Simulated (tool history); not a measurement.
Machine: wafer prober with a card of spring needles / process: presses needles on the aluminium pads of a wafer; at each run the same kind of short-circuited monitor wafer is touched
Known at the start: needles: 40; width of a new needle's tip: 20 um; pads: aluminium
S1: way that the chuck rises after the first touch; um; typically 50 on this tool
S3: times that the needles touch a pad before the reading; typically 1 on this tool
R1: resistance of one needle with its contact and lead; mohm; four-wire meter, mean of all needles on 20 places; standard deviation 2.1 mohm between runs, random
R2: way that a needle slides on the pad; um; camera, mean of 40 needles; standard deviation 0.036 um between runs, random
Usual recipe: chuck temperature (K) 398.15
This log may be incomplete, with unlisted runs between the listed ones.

Run 1, hour 0.0: usual settings. Result: R1 226 mohm, R2 13.90 um.
Run 2, hour 9.2: usual settings. Result: R1 227 mohm, R2 13.86 um.
Run 3, hour 20.1: usual settings. Result: R1 229 mohm, R2 13.87 um.
Run 4, hour 30.6: usual settings. Result: R1 228 mohm, R2 13.85 um.
Run 5, hour 40.6: usual settings. Result: R1 227 mohm, R2 13.83 um.
Run 6, hour 50.9: usual settings but chuck temperature (K) 338.15. Result: R1 216 mohm, R2 13.79 um.
Run 7, hour 61.9: usual settings. Result: R1 229 mohm, R2 13.78 um.
Run 8, hour 72.4: usual settings. Result: R1 225 mohm, R2 13.80 um.
Run 9, hour 83.9: usual settings. Result: R1 226 mohm, R2 13.78 um.
Run 10, hour 91.1: usual settings but S1 61 um. Result: R1 220 mohm, R2 16.79 um.
Run 11, hour 100.8: usual settings but S1 34 um. Result: R1 237 mohm, R2 9.36 um.
Run 12, hour 110.9: usual settings but S1 49 um. Result: R1 230 mohm, R2 13.49 um.
Run 13, hour 120.4: usual settings but S1 49 um. Result: R1 226 mohm, R2 13.49 um.
Run 14, hour 127.0: usual settings but S1 49 um. Result: R1 227 mohm, R2 13.46 um.
Run 15, hour 134.6: usual settings but S1 49 um. Result: R1 224 mohm, R2 13.45 um.
Run 16, hour 140.3: usual settings but S1 49 um. Result: R1 228 mohm, R2 13.43 um.
Run 17, hour 145.5: usual settings but S1 49 um. Result: R1 229 mohm, R2 13.49 um.
Run 18, hour 153.1: usual settings but S1 49 um. Result: R1 232 mohm, R2 13.45 um.
Run 19, hour 158.2: usual settings but S1 49 um. Result: R1 226 mohm, R2 13.48 um.
Run 20, hour 163.8: usual settings but S1 41 um, chuck temperature (K) 301.15, S3 3. Result: R1 211 mohm, R2 11.32 um.
Run 21, hour 172.9: usual settings but S1 41 um, chuck temperature (K) 301.15, S3 3. Result: R1 206 mohm, R2 11.23 um.
Run 22, hour 180.9: usual settings but S1 41 um, chuck temperature (K) 301.15, S3 3. Result: R1 209 mohm, R2 11.26 um.
Run 23, hour 192.6: usual settings but chuck temperature (K) 358.15. Result: R1 216 mohm, R2 13.72 um.
Run 24, hour 202.9: usual settings but chuck temperature (K) 358.15. Result: R1 216 mohm, R2 13.69 um.
Run 25, hour 210.6: usual settings but S1 66 um, S3 3. Result: R1 224 mohm, R2 18.04 um.
Run 26, hour 218.5: usual settings but S1 62 um. Result: R1 223 mohm, R2 16.95 um.
Run 27, hour 223.6: usual settings but S1 65 um, chuck temperature (K) 318.15, S3 2. Result: R1 205 mohm, R2 17.84 um.
Run 28, hour 233.2: usual settings but S1 36 um, chuck temperature (K) 309.15, S3 2. Result: R1 214 mohm, R2 9.86 um.
Run 29, hour 243.9: usual settings but S1 41 um, chuck temperature (K) 312.15, S3 3. Result: R1 212 mohm, R2 11.21 um.
Run 30, hour 252.0: usual settings but S1 41 um, chuck temperature (K) 317.15, S3 2. Result: R1 212 mohm, R2 11.19 um.
Run 31, hour 261.9: usual settings but S1 41 um, chuck temperature (K) 324.15. Result: R1 213 mohm, R2 11.18 um.
Run 32, hour 273.6: usual settings but S1 41 um, chuck temperature (K) 324.15. Result: R1 215 mohm, R2 11.32 um.
Run 33, hour 278.7: usual settings but S1 41 um, chuck temperature (K) 324.15. Result: R1 218 mohm, R2 11.30 um.

Not shown here: 18 entries made in the log between runs. Locate each between two listed runs and compare the hidden state at the listed run before it with the hidden state at the listed run after it:
Between runs 2 and 3: tips cleaned on abrasive film (hour 15.8)
  debris on the tips, nm: 0.3 -> 0.2; drift of the gauge itself on scrub_um, %: -0.05 -> -0.11
  measured minus no-state result, R2: +0.00 -> -0.01 um
Between runs 4 and 5: tips cleaned on abrasive film (hour 31.4)
  debris on the tips, nm: 0.4 -> 0.3; drift of the gauge itself on scrub_um, %: -0.16 -> -0.22
  measured minus no-state result, R2: -0.02 -> -0.03 um
Between runs 5 and 6: tips cleaned on abrasive film (hour 47.1)
  debris on the tips, nm: 0.3 -> 0.2; drift of the gauge itself on scrub_um, %: -0.22 -> -0.27
  measured minus no-state result, R2: -0.03 -> -0.04 um
Between runs 7 and 8: tips cleaned on abrasive film (hour 63.1)
  debris on the tips, nm: 0.4 -> 0.3; drift of the gauge itself on scrub_um, %: -0.33 -> -0.38
  measured minus no-state result, R2: -0.05 -> -0.06 um
Between runs 8 and 9: tips cleaned on abrasive film (hour 78.4)
  debris on the tips, nm: 0.3 -> 0.2; drift of the gauge itself on scrub_um, %: -0.38 -> -0.44
  measured minus no-state result, R2: -0.06 -> -0.06 um
Between runs 10 and 11: tips cleaned on abrasive film (hour 93.9)
  debris on the tips, nm: 0.4 -> 0.3; drift of the gauge itself on scrub_um, %: -0.48 -> -0.53
  measured minus no-state result, R2: -0.08 -> -0.05 um
Between runs 11 and 12: tips cleaned on abrasive film (hour 109.7)
  debris on the tips, nm: 0.3 -> 0.1; drift of the gauge itself on scrub_um, %: -0.53 -> -0.59
  measured minus no-state result, R2: -0.05 -> -0.08 um
Between runs 13 and 14: tips cleaned on abrasive film (hour 124.8)
  debris on the tips, nm: 0.4 -> 0.1; drift of the gauge itself on scrub_um, %: -0.64 -> -0.67
  measured minus no-state result, R2: -0.08 -> -0.09 um
Between runs 15 and 16: tips cleaned on abrasive film (hour 140.1)
  debris on the tips, nm: 0.3 -> 0; drift of the gauge itself on scrub_um, %: -0.71 -> -0.74
  measured minus no-state result, R2: -0.09 -> -0.10 um
Between runs 18 and 19: tips cleaned on abrasive film (hour 155.8)
  debris on the tips, nm: 0.4 -> 0.1; drift of the gauge itself on scrub_um, %: -0.81 -> -0.84
  measured minus no-state result, R2: -0.11 -> -0.12 um
Between runs 20 and 21: tips cleaned on abrasive film (hour 171.6)
  debris on the tips, nm: 0.3 -> 0.1; drift of the gauge itself on scrub_um, %: -0.87 -> -0.92
  measured minus no-state result, R2: -0.10 -> -0.10 um
Between runs 22 and 23: tips cleaned on abrasive film (hour 187.4)
  debris on the tips, nm: 0.4 -> 0.2; drift of the gauge itself on scrub_um, %: -0.96 -> -1.02
  measured minus no-state result, R2: -0.11 -> -0.14 um
Between runs 23 and 24: tips cleaned on abrasive film (hour 202.7)
  debris on the tips, nm: 0.2 -> 0; drift of the gauge itself on scrub_um, %: -1.02 -> -1.07
  measured minus no-state result, R2: -0.14 -> -0.15 um
Between runs 25 and 26: tips cleaned on abrasive film (hour 218.5)
  debris on the tips, nm: 0.3 -> 0; drift of the gauge itself on scrub_um, %: -1.12 -> -1.16
  measured minus no-state result, R2: -0.21 -> -0.20 um
Between runs 28 and 29: tips cleaned on abrasive film (hour 234.3)
  debris on the tips, nm: 0.4 -> 0.3; drift of the gauge itself on scrub_um, %: -1.24 -> -1.29
  measured minus no-state result, R2: -0.12 -> -0.15 um
Between runs 29 and 30: tips cleaned on abrasive film (hour 250.0)
  debris on the tips, nm: 0.3 -> 0.1; drift of the gauge itself on scrub_um, %: -1.29 -> -1.33
  measured minus no-state result, R2: -0.15 -> -0.15 um
Between runs 31 and 32: gauge calibrated (hour 263.0); tips cleaned on abrasive film (hour 265.4)
  debris on the tips, nm: 0.4 -> 0.3; drift of the gauge itself on scrub_um, %: -1.39 -> -0.06
  measured minus no-state result, R2: -0.16 -> -0.01 um
